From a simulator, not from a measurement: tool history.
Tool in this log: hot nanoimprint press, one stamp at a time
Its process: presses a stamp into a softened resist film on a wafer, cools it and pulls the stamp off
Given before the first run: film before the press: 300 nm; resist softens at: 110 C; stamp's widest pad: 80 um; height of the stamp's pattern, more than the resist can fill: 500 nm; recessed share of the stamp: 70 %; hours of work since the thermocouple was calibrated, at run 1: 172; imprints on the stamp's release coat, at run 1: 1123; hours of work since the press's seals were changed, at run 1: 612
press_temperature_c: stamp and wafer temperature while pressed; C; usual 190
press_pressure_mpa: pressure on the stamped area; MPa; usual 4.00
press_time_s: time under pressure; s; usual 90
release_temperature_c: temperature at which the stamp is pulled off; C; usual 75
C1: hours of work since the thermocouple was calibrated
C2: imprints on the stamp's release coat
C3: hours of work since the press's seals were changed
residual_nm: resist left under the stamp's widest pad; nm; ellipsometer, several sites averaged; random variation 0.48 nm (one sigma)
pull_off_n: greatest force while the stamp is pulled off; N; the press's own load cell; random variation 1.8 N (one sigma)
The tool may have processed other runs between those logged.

{"run": 1, "hour": 0.0, "press_temperature_c": 190, "press_pressure_mpa": 4.0, "press_time_s": 90, "release_temperature_c": 75, "C1": 172, "C2": 1123, "C3": 612, "residual_nm": 156.4, "pull_off_n": 146}
{"run": 2, "hour": 45.9, "press_temperature_c": 190, "press_pressure_mpa": 4.0, "press_time_s": 90, "release_temperature_c": 81, "C1": 197, "C2": 1244, "C3": 637, "residual_nm": 157.1, "pull_off_n": 132}
{"run": 3, "hour": 106.4, "press_temperature_c": 190, "press_pressure_mpa": 4.0, "press_time_s": 90, "release_temperature_c": 75, "C1": 229, "C2": 1404, "C3": 669, "residual_nm": 156.6, "pull_off_n": 147}
{"run": 4, "hour": 172.2, "press_temperature_c": 190, "press_pressure_mpa": 4.0, "press_time_s": 90, "release_temperature_c": 75, "C1": 265, "C2": 1578, "C3": 705, "residual_nm": 156.5, "pull_off_n": 151}
{"run": 5, "hour": 251.7, "press_temperature_c": 190, "press_pressure_mpa": 4.0, "press_time_s": 90, "release_temperature_c": 73, "C1": 308, "C2": 1788, "C3": 748, "residual_nm": 156.5, "pull_off_n": 153}
{"hour": 295.7, "done": "plate thermocouple calibrated"}
{"run": 6, "hour": 317.2, "press_temperature_c": 190, "press_pressure_mpa": 4.0, "press_time_s": 90, "release_temperature_c": 75, "C1": 12, "C2": 1954, "C3": 781, "residual_nm": 156.4, "pull_off_n": 147}
{"hour": 334.4, "done": "stamp cleaned and given a new release coat"}
{"run": 7, "hour": 408.6, "press_temperature_c": 190, "press_pressure_mpa": 4.0, "press_time_s": 90, "release_temperature_c": 75, "C1": 58, "C2": 196, "C3": 828, "residual_nm": 156.1, "pull_off_n": 146}
{"run": 8, "hour": 480.5, "press_temperature_c": 190, "press_pressure_mpa": 4.0, "press_time_s": 90, "release_temperature_c": 75, "C1": 97, "C2": 386, "C3": 866, "residual_nm": 156.5, "pull_off_n": 148}
{"run": 9, "hour": 560.2, "press_temperature_c": 190, "press_pressure_mpa": 4.0, "press_time_s": 90, "release_temperature_c": 75, "C1": 140, "C2": 597, "C3": 910, "residual_nm": 155.9, "pull_off_n": 148}
{"run": 10, "hour": 609.3, "press_temperature_c": 190, "press_pressure_mpa": 4.0, "press_time_s": 90, "release_temperature_c": 75, "C1": 166, "C2": 727, "C3": 936, "residual_nm": 157.2, "pull_off_n": 147}
{"run": 11, "hour": 691.8, "press_temperature_c": 190, "press_pressure_mpa": 4.0, "press_time_s": 90, "release_temperature_c": 75, "C1": 211, "C2": 945, "C3": 981, "residual_nm": 156.3, "pull_off_n": 148}
{"run": 12, "hour": 783.4, "press_temperature_c": 190, "press_pressure_mpa": 4.0, "press_time_s": 90, "release_temperature_c": 75, "C1": 260, "C2": 1187, "C3": 1030, "residual_nm": 157.2, "pull_off_n": 148}
{"run": 13, "hour": 868.9, "press_temperature_c": 190, "press_pressure_mpa": 4.0, "press_time_s": 90, "release_temperature_c": 75, "C1": 307, "C2": 1413, "C3": 1076, "residual_nm": 156.6, "pull_off_n": 146}
{"hour": 916.3, "done": "plate thermocouple calibrated"}
{"run": 14, "hour": 950.9, "press_temperature_c": 190, "press_pressure_mpa": 4.0, "press_time_s": 90, "release_temperature_c": 75, "C1": 19, "C2": 1622, "C3": 1119, "residual_nm": 156.5, "pull_off_n": 147}
{"run": 15, "hour": 1049.2, "press_temperature_c": 190, "press_pressure_mpa": 4.0, "press_time_s": 90, "release_temperature_c": 75, "C1": 72, "C2": 1882, "C3": 1172, "residual_nm": 156.8, "pull_off_n": 146}
{"hour": 1098.4, "done": "stamp cleaned and given a new release coat"}
{"run": 16, "hour": 1106.7, "press_temperature_c": 190, "press_pressure_mpa": 4.0, "press_time_s": 55, "release_temperature_c": 68, "C1": 100, "C2": 22, "C3": 1200, "residual_nm": 180.7, "pull_off_n": 166}
{"run": 17, "hour": 1172.7, "press_temperature_c": 190, "press_pressure_mpa": 4.0, "press_time_s": 75, "release_temperature_c": 75, "C1": 135, "C2": 196, "C3": 1236, "residual_nm": 166.6, "pull_off_n": 149}
{"run": 18, "hour": 1217.2, "press_temperature_c": 189, "press_pressure_mpa": 4.0, "press_time_s": 75, "release_temperature_c": 75, "C1": 159, "C2": 314, "C3": 1260, "residual_nm": 169.2, "pull_off_n": 150}
{"run": 19, "hour": 1294.3, "press_temperature_c": 202, "press_pressure_mpa": 4.0, "press_time_s": 90, "release_temperature_c": 77, "C1": 201, "C2": 518, "C3": 1301, "residual_nm": 124.4, "pull_off_n": 145}
{"hour": 1349.6, "done": "press's hydraulic seals changed and the load cell set to zero"}
{"run": 20, "hour": 1396.2, "press_temperature_c": 202, "press_pressure_mpa": 5.42, "press_time_s": 90, "release_temperature_c": 69, "C1": 252, "C2": 766, "C3": 25, "residual_nm": 103.9, "pull_off_n": 166}
{"run": 21, "hour": 1454.8, "press_temperature_c": 202, "press_pressure_mpa": 5.42, "press_time_s": 90, "release_temperature_c": 69, "C1": 283, "C2": 921, "C3": 57, "residual_nm": 103.7, "pull_off_n": 164}
{"hour": 1550.1, "done": "plate thermocouple calibrated"}
{"run": 22, "hour": 1551.6, "press_temperature_c": 190, "press_pressure_mpa": 3.08, "press_time_s": 90, "release_temperature_c": 83, "C1": 1, "C2": 1169, "C3": 108, "residual_nm": 178.5, "pull_off_n": 126}
{"run": 23, "hour": 1596.6, "press_temperature_c": 186, "press_pressure_mpa": 2.77, "press_time_s": 90, "release_temperature_c": 81, "C1": 25, "C2": 1288, "C3": 132, "residual_nm": 200.4, "pull_off_n": 136}
{"run": 24, "hour": 1637.7, "press_temperature_c": 190, "press_pressure_mpa": 4.0, "press_time_s": 67, "release_temperature_c": 75, "C1": 47, "C2": 1396, "C3": 154, "residual_nm": 170.9, "pull_off_n": 145}
{"run": 25, "hour": 1708.9, "press_temperature_c": 190, "press_pressure_mpa": 4.0, "press_time_s": 67, "release_temperature_c": 75, "C1": 86, "C2": 1585, "C3": 193, "residual_nm": 170.6, "pull_off_n": 152}
{"run": 26, "hour": 1769.0, "press_temperature_c": 194, "press_pressure_mpa": 4.0, "press_time_s": 90, "release_temperature_c": 65, "C1": 118, "C2": 1743, "C3": 225, "residual_nm": 145.3, "pull_off_n": 172}
{"hour": 1862.9, "done": "stamp cleaned and given a new release coat"}
{"run": 27, "hour": 1869.9, "press_temperature_c": 194, "press_pressure_mpa": 4.0, "press_time_s": 90, "release_temperature_c": 65, "C1": 170, "C2": 18, "C3": 276, "residual_nm": 144.3, "pull_off_n": 174}
{"run": 28, "hour": 1923.9, "press_temperature_c": 194, "press_pressure_mpa": 4.0, "press_time_s": 90, "release_temperature_c": 66, "C1": 199, "C2": 161, "C3": 305, "residual_nm": 145.1, "pull_off_n": 176}
{"run": 29, "hour": 2019.2, "press_temperature_c": 194, "press_pressure_mpa": 4.12, "press_time_s": 153, "release_temperature_c": 66, "C1": 250, "C2": 413, "C3": 357, "residual_nm": 119.2, "pull_off_n": 172}

Each row is a separate what-if for the run after 29, all from the same tool condition, not one after another. Results?
{"run": "A", "hour": 2110.1, "press_temperature_c": 190, "press_pressure_mpa": 4.0, "press_time_s": 68, "release_temperature_c": 75, "C1": 299, "C2": 653, "C3": 406, "residual_nm": "?", "pull_off_n": "?"}
{"run": "B", "hour": 2110.1, "press_temperature_c": 195, "press_pressure_mpa": 4.0, "press_time_s": 99, "release_temperature_c": 75, "C1": 299, "C2": 653, "C3": 406, "residual_nm": "?", "pull_off_n": "?"}
{"run": "C", "hour": 2110.1, "press_temperature_c": 199, "press_pressure_mpa": 4.0, "press_time_s": 90, "release_temperature_c": 75, "C1": 299, "C2": 653, "C3": 406, "residual_nm": "?", "pull_off_n": "?"}
{"run": "D", "hour": 2110.1, "press_temperature_c": 197, "press_pressure_mpa": 4.0, "press_time_s": 90, "release_temperature_c": 75, "C1": 299, "C2": 653, "C3": 406, "residual_nm": "?", "pull_off_n": "?"}

run=A residual_nm=171.0 pull_off_n=146
run=B residual_nm=137.8 pull_off_n=149
run=C residual_nm=131.8 pull_off_n=149
run=D residual_nm=137.0 pull_off_n=149
What these runs would have given with no unlogged condition in the tool:
run=A residual_nm=171.0 pull_off_n=145
run=B residual_nm=137.7 pull_off_n=148
run=C residual_nm=131.8 pull_off_n=149
run=D residual_nm=136.9 pull_off_n=148
